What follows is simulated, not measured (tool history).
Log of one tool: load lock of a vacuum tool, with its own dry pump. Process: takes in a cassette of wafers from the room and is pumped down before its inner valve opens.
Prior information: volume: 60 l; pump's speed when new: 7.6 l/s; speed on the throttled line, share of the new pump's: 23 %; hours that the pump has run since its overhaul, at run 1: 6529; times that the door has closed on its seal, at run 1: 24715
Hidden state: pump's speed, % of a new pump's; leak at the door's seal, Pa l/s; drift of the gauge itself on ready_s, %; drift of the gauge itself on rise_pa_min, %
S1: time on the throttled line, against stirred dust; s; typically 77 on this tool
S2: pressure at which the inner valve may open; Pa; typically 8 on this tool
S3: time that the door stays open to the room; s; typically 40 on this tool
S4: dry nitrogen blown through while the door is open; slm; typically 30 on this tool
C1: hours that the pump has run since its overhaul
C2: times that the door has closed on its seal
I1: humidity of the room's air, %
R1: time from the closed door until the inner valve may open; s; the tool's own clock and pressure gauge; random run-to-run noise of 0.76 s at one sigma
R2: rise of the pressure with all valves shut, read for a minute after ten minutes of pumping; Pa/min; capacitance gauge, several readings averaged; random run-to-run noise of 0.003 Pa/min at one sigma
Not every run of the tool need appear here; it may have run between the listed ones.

Run 1, day 0: usual settings; C1 6529; C2 24715; I1 45.6. Result: R1 138.2 s, R2 0.444 Pa/min.
Run 2, day 13.329: usual settings but S2 11 Pa; C1 6849; C2 25809; I1 45.4. Result: R1 136.9 s, R2 0.472 Pa/min.
Run 3, day 32.583: usual settings but S2 11 Pa; C1 7311; C2 27388; I1 47.8. Result: R1 138.2 s, R2 0.529 Pa/min.
Run 4, day 45.221: usual settings but S1 140 s; C1 7614; C2 28424; I1 45.8. Result: R1 187.6 s, R2 0.556 Pa/min.
Run 5, day 64.938: usual settings; C1 8087; C2 30041; I1 45.9. Result: R1 141 s, R2 0.607 Pa/min.
Run 6, day 84.712: usual settings; C1 8562; C2 31663; I1 41.5. Result: R1 140.5 s, R2 0.676 Pa/min.
Run 7, day 99.204: usual settings; C1 8910; C2 32852; I1 46.6. Result: R1 141.3 s, R2 0.702 Pa/min.
At day 103.596: door's seal changed, seat wiped.
Run 8, day 117.9: usual settings but S4 11 slm; C1 9357; C2 1173; I1 45.6. Result: R1 142.1 s, R2 0.037 Pa/min.
Run 9, day 132.738: usual settings but S3 157 s, S4 11 slm; C1 9713; C2 2390; I1 45.3. Result: R1 141.4 s, R2 0.069 Pa/min.
Run 10, day 155.388: usual settings but S2 10 Pa; C1 10256; C2 4248; I1 43.1. Result: R1 139.7 s, R2 0.052 Pa/min.
At day 164.9: dry pump taken out, an overhauled one fitted.
Run 11, day 180.325: usual settings but S2 10 Pa; C1 370; C2 6273; I1 45. Result: R1 133.1 s, R2 0.073 Pa/min.
Run 12, day 198.446: usual settings but S2 10 Pa; C1 805; C2 7759; I1 46.7. Result: R1 132.9 s, R2 0.096 Pa/min.
Run 13, day 211.946: usual settings but S3 134 s; C1 1129; C2 8866; I1 47.2. Result: R1 136 s, R2 0.129 Pa/min.
Run 14, day 225.483: usual settings but S3 134 s; C1 1454; C2 9977; I1 48.5. Result: R1 134.7 s, R2 0.137 Pa/min.
Run 15, day 248.462: usual settings but S1 41 s, S2 14 Pa, S3 28 s, S4 16 slm; C1 2005; C2 11861; I1 45.4. Result: R1 104.8 s, R2 0.154 Pa/min.
Run 16, day 260.3: usual settings but S2 7 Pa, S3 72 s, S4 7 slm; C1 2290; C2 12832; I1 47. Result: R1 136.6 s, R2 0.2 Pa/min.
Run 17, day 283.442: usual settings but S2 7 Pa, S3 72 s, S4 7 slm; C1 2845; C2 14730; I1 43.3. Result: R1 137.2 s, R2 0.234 Pa/min.
Run 18, day 299.054: usual settings but S1 45 s, S2 14 Pa, S3 105 s, S4 23 slm; C1 3220; C2 16011; I1 44.2. Result: R1 106.9 s, R2 0.244 Pa/min.
Run 19, day 318.458: usual settings but S1 43 s, S2 9 Pa, S3 30 s, S4 5 slm; C1 3685; C2 17602; I1 44.3. Result: R1 110.1 s, R2 0.281 Pa/min.
Run 20, day 334.575: usual settings but S1 108 s, S4 11 slm; C1 4072; C2 18924; I1 49.4. Result: R1 160.5 s, R2 0.311 Pa/min.
Run 21, day 348.746: usual settings but S1 108 s, S2 16 Pa, S3 48 s, S4 11 slm; C1 4412; C2 20087; I1 45.4. Result: R1 155.3 s, R2 0.337 Pa/min.
Run 22, day 372.825: usual settings but S1 108 s, S2 16 Pa, S3 48 s, S4 11 slm; C1 4990; C2 22062; I1 44.4. Result: R1 155.2 s, R2 0.386 Pa/min.
Run 23, day 397.962: usual settings but S1 85 s, S2 12 Pa, S3 124 s, S4 7 slm; C1 5593; C2 24123; I1 45.3. Result: R1 142.1 s, R2 0.468 Pa/min.

Below are 4 alternative next runs, each starting from the tool's condition after run 23. Predict each:
Run A, day 414.538: usual settings but S1 115 s, S2 12 Pa, S3 28 s, S4 7 slm; C1 5991; C2 25483; I1 46.4. Result: R1 ?, R2 ?.
Run B, day 414.538: usual settings but S4 26 slm; C1 5991; C2 25483; I1 45.1. Result: R1 ?, R2 ?.
Run C, day 414.538: usual settings but S2 10 Pa, S3 27 s, S4 25 slm; C1 5991; C2 25483; I1 47.2. Result: R1 ?, R2 ?.
Run D, day 414.538: usual settings but S1 117 s, S3 30 s; C1 5991; C2 25483; I1 45.6. Result: R1 ?, R2 ?.

run     R1     R2
  A  165.8  0.473
  B  138.3  0.459
  C  137.5   0.46
  D  167.9  0.462
Had the tool no hidden state, the same runs would have come out as:
run     R1     R2
  A  162.1  0.026
  B  133.9   0.02
  C    133  0.016
  D  164.2  0.016
